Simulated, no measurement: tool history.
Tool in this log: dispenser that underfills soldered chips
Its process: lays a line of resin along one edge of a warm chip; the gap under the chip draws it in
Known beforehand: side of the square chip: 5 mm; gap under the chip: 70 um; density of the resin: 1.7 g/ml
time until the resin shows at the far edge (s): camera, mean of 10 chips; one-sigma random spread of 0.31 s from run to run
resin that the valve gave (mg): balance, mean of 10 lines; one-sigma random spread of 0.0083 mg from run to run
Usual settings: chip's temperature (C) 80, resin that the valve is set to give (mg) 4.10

run	hour	chip's temperature (C)	resin that the valve is set to give (mg)	time until the resin shows at the far edge (s)	resin that the valve gave (mg)
1	0.0	80	4.10	10.3	4.031
2	8.4	80	3.57	7.1	3.477
3	14.5	80	3.57	10.6	3.449
4	26.0	80	3.57	8.5	3.453
5	38.1	80	4.10	6.2	4.081
6	43.0	80	4.10	7.0	4.075
7	53.5	80	4.10	11.9	4.057
8	60.9	80	4.10	7.8	4.034
9	71.3	83	4.10	5.5	4.023
10	76.2	83	4.10	6.1	4.020
11	87.4	80	4.10	12.7	3.978
12	95.5	85	4.10	6.7	3.962
13	105.0	80	4.10	12.6	4.092
14	116.5	80	4.10	9.5	4.051
15	127.1	80	4.10	6.5	4.042
16	137.1	80	3.81	11.4	3.720
17	145.6	80	4.10	7.9	3.997
18	155.5	80	4.10	11.8	3.988
19	166.1	72	4.10	13.4	3.965
20	172.6	72	4.10	18.3	3.941
21	180.5	95	4.97	4.2	4.953
22	189.1	95	4.97	5.7	4.931
23	200.6	95	4.97	4.5	4.907
24	207.8	82	4.68	5.2	4.596
25	215.1	77	4.16	9.9	4.091
26	221.5	71	3.93	17.8	3.832
27	232.8	75	4.68	10.7	4.539
28	238.7	89	4.19	8.1	4.046
29	249.6	89	4.19	6.0	4.203
30	259.7	89	4.54	4.4	4.526
31	270.0	74	4.43	14.3	4.397
32	281.0	94	3.55	4.5	3.494
33	286.0	68	4.30	18.1	4.225
34	292.2	80	4.39	6.3	4.323
35	297.6	86	4.47	5.4	4.371

Withheld: 22 entries from between the runs. Position of each, and hidden state at the listed run before versus the listed run after:
Between runs 1 and 2: new syringe of resin (hour 4.0)
  resin's viscosity, % of fresh resin's: 180.9 -> 125.9; dose that the valve gives, % of what is set: 98.07 -> 97.63; true chip temperature over the reading, C: -0.31 -> -0.33
  measured minus no-state result, time until the resin shows at the far edge (s): +4.7 -> +1.6; resin that the valve gave (mg): -0.079 -> -0.085
Between runs 3 and 4: new syringe of resin (hour 20.5)
  resin's viscosity, % of fresh resin's: 168.8 -> 132.5; dose that the valve gives, % of what is set: 97.3 -> 96.7; true chip temperature over the reading, C: -0.34 -> -0.37
  measured minus no-state result, time until the resin shows at the far edge (s): +4.3 -> +2.1; resin that the valve gave (mg): -0.097 -> -0.118
Between runs 4 and 5: dispensing valve cleaned and set on the balance (hour 33.8); new syringe of resin (hour 38.1)
  resin's viscosity, % of fresh resin's: 132.5 -> 99.3; dose that the valve gives, % of what is set: 96.7 -> 99.68; true chip temperature over the reading, C: -0.37 -> -0.4
  measured minus no-state result, time until the resin shows at the far edge (s): +2.1 -> +0.1; resin that the valve gave (mg): -0.118 -> -0.013
Between runs 7 and 8: new syringe of resin (hour 54.7)
  resin's viscosity, % of fresh resin's: 208.9 -> 134.2; dose that the valve gives, % of what is set: 98.87 -> 98.48; true chip temperature over the reading, C: -0.43 -> -0.45
  measured minus no-state result, time until the resin shows at the far edge (s): +6.3 -> +2.1; resin that the valve gave (mg): -0.046 -> -0.062
Between runs 8 and 9: new syringe of resin (hour 71.3)
  resin's viscosity, % of fresh resin's: 134.2 -> 100.5; dose that the valve gives, % of what is set: 98.48 -> 97.94; true chip temperature over the reading, C: -0.45 -> -0.48
  measured minus no-state result, time until the resin shows at the far edge (s): +2.1 -> +0.1; resin that the valve gave (mg): -0.062 -> -0.085
Between runs 11 and 12: new syringe of resin (hour 88.5)
  resin's viscosity, % of fresh resin's: 218.9 -> 141.5; dose that the valve gives, % of what is set: 97.07 -> 96.63; true chip temperature over the reading, C: -0.52 -> -0.54
  measured minus no-state result, time until the resin shows at the far edge (s): +7.0 -> +2.0; resin that the valve gave (mg): -0.120 -> -0.139
Between runs 12 and 13: dispensing valve cleaned and set on the balance (hour 104.3)
  resin's viscosity, % of fresh resin's: 141.5 -> 213.1; dose that the valve gives, % of what is set: 96.63 -> 99.72; true chip temperature over the reading, C: -0.54 -> -0.56
  measured minus no-state result, time until the resin shows at the far edge (s): +2.0 -> +6.8; resin that the valve gave (mg): -0.139 -> -0.011
Between runs 13 and 14: new syringe of resin (hour 106.3)
  resin's viscosity, % of fresh resin's: 213.1 -> 161.1; dose that the valve gives, % of what is set: 99.72 -> 99.07; true chip temperature over the reading, C: -0.56 -> -0.59
  measured minus no-state result, time until the resin shows at the far edge (s): +6.8 -> +3.6; resin that the valve gave (mg): -0.011 -> -0.038
Between runs 14 and 15: new syringe of resin (hour 123.4)
  resin's viscosity, % of fresh resin's: 161.1 -> 118.5; dose that the valve gives, % of what is set: 99.07 -> 98.52; true chip temperature over the reading, C: -0.59 -> -0.61
  measured minus no-state result, time until the resin shows at the far edge (s): +3.6 -> +1.3; resin that the valve gave (mg): -0.038 -> -0.061
Between runs 16 and 17: new syringe of resin (hour 140.2)
  resin's viscosity, % of fresh resin's: 192 -> 129.7; dose that the valve gives, % of what is set: 97.95 -> 97.51; true chip temperature over the reading, C: -0.64 -> -0.66
  measured minus no-state result, time until the resin shows at the far edge (s): +5.6 -> +2.0; resin that the valve gave (mg): -0.078 -> -0.102
Between runs 18 and 19: new syringe of resin (hour 156.9)
  resin's viscosity, % of fresh resin's: 209.7 -> 153.6; dose that the valve gives, % of what is set: 96.97 -> 96.47; true chip temperature over the reading, C: -0.68 -> -0.71
  measured minus no-state result, time until the resin shows at the far edge (s): +6.7 -> +5.1; resin that the valve gave (mg): -0.124 -> -0.145
Between runs 20 and 21: new syringe of resin (hour 173.7); dispensing valve cleaned and set on the balance (hour 175.6)
  resin's viscosity, % of fresh resin's: 209.9 -> 132.4; dose that the valve gives, % of what is set: 96.12 -> 99.89; true chip temperature over the reading, C: -0.72 -> -0.74
  measured minus no-state result, time until the resin shows at the far edge (s): +9.8 -> +1.0; resin that the valve gave (mg): -0.159 -> -0.005
Between runs 22 and 23: new syringe of resin (hour 191.2)
  resin's viscosity, % of fresh resin's: 200.5 -> 155; dose that the valve gives, % of what is set: 99.38 -> 98.74; true chip temperature over the reading, C: -0.76 -> -0.79
  measured minus no-state result, time until the resin shows at the far edge (s): +2.9 -> +1.7; resin that the valve gave (mg): -0.030 -> -0.063
Between runs 23 and 24: new syringe of resin (hour 207.8)
  resin's viscosity, % of fresh resin's: 155 -> 101.6; dose that the valve gives, % of what is set: 98.74 -> 98.36; true chip temperature over the reading, C: -0.79 -> -0.81
  measured minus no-state result, time until the resin shows at the far edge (s): +1.7 -> +0.3; resin that the valve gave (mg): -0.063 -> -0.077
Between runs 26 and 27: new syringe of resin (hour 224.3)
  resin's viscosity, % of fresh resin's: 196.5 -> 150.8; dose that the valve gives, % of what is set: 97.64 -> 97.01; true chip temperature over the reading, C: -0.84 -> -0.87
  measured minus no-state result, time until the resin shows at the far edge (s): +9.3 -> +4.0; resin that the valve gave (mg): -0.093 -> -0.140
Between runs 28 and 29: new syringe of resin (hour 240.8); dispensing valve cleaned and set on the balance (hour 246.7)
  resin's viscosity, % of fresh resin's: 200.6 -> 147.5; dose that the valve gives, % of what is set: 96.66 -> 100.21; true chip temperature over the reading, C: -0.88 -> -0.91
  measured minus no-state result, time until the resin shows at the far edge (s): +4.1 -> +2.0; resin that the valve gave (mg): -0.140 -> +0.009
Between runs 29 and 30: new syringe of resin (hour 258.2)
  resin's viscosity, % of fresh resin's: 147.5 -> 107.1; dose that the valve gives, % of what is set: 100.21 -> 99.67; true chip temperature over the reading, C: -0.91 -> -0.93
  measured minus no-state result, time until the resin shows at the far edge (s): +2.0 -> +0.4; resin that the valve gave (mg): +0.009 -> -0.015
Between runs 31 and 32: new syringe of resin (hour 275.1)
  resin's viscosity, % of fresh resin's: 176.4 -> 134.7; dose that the valve gives, % of what is set: 99.12 -> 98.58; true chip temperature over the reading, C: -0.96 -> -0.98
  measured minus no-state result, time until the resin shows at the far edge (s): +6.3 -> +1.3; resin that the valve gave (mg): -0.039 -> -0.050
Between runs 33 and 34: new syringe of resin (hour 292.1)
  resin's viscosity, % of fresh resin's: 171.5 -> 101; dose that the valve gives, % of what is set: 98.29 -> 97.98; true chip temperature over the reading, C: -0.99 -> -1.01
  measured minus no-state result, time until the resin shows at the far edge (s): +8.1 -> +0.3; resin that the valve gave (mg): -0.074 -> -0.088
